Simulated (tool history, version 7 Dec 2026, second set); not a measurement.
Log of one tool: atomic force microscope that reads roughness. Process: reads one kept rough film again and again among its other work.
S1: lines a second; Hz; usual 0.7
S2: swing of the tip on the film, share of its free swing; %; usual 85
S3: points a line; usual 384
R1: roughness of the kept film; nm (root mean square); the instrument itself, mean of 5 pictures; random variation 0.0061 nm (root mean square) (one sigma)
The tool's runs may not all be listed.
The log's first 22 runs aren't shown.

run,hour,S1,S2,S3,R1
23,316.2,3.856,84,384,1.017
# hour 318.6: height scale calibrated on a step standard
24,333.8,3.856,84,384,1.015
25,346.2,0.839,85,289,1.121
26,355.9,3.673,55,535,1.136
# hour 359.3: new tip fitted
27,376.1,3.607,87,880,1.031
28,387.3,1.092,55,880,1.176
29,406.5,1.532,85,384,1.095
# hour 413.8: height scale calibrated on a step standard, once more
30,415.9,1.567,85,384,1.098
31,427.2,3.922,72,521,1.071
# hour 430.5: new tip fitted
32,440.6,3.922,72,521,1.104
33,454.6,3.922,72,521,1.091
34,473.8,3.922,72,521,1.077

3 ways to go on from here, each from the tool as it stands after run 34. What would each give?
A,482.6,1.451,60,425,?
B,482.6,3.922,60,583,?
C,482.6,0.7,85,384,?

run,R1
A,1.157
B,1.125
C,1.14
Without the tool's hidden state the same runs would have given:
run,R1
A,1.189
B,1.155
C,1.171

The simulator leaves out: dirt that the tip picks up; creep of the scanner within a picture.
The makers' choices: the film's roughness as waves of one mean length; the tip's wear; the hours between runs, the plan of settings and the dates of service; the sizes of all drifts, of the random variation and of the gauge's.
